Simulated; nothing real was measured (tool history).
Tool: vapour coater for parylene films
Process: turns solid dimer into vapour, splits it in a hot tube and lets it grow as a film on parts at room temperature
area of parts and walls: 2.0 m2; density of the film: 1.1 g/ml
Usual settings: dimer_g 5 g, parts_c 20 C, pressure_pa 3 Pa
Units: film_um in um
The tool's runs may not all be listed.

run	day	dimer_g	parts_c	pressure_pa	film_um
1	0	5	20	3	1.562
2	0.583	8	20	3	2.493
3	1.117	8	20	3	2.491
4	1.679	7	20	3	2.187
5	1.996	5	20	3	1.556
6	2.629	5	20	3	1.549
7	3.092	5	20	3	1.558
8	3.412	5	20	3	1.558
9	3.846	5	20	3	1.558
10	4.183	5	20	10.15	1.164
11	4.858	5	20	9.63	1.18
12	5.404	3	25	2.11	0.809
13	5.779	3	25	2.11	0.809
# day 6.05: trap's valve overhauled
14	6.392	3	16	2.11	1.284
15	6.808	3	26	3	0.736
16	7.262	3	19	3	1.024
17	7.808	3	16	8.14	0.92
18	8.221	5	20	10.29	1.206
19	8.675	4	14	10.29	1.27
20	8.967	4	14	10.29	1.268
21	9.333	4	31	10.29	0.581

Forecast each of these 5 alternatives for the next run:
A	9.725	5	13	6.72	?
B	9.725	3	12	3.86	?
C	9.725	7	31	10.29	?
D	9.725	2	20	3	?
E	9.725	3	31	2.46	?

run	film_um
A	1.843
B	1.32
C	1.017
D	0.653
E	0.622
Without the tool's hidden state the same runs would have given:
run	film_um
A	1.817
B	1.301
C	1.003
D	0.644
E	0.613

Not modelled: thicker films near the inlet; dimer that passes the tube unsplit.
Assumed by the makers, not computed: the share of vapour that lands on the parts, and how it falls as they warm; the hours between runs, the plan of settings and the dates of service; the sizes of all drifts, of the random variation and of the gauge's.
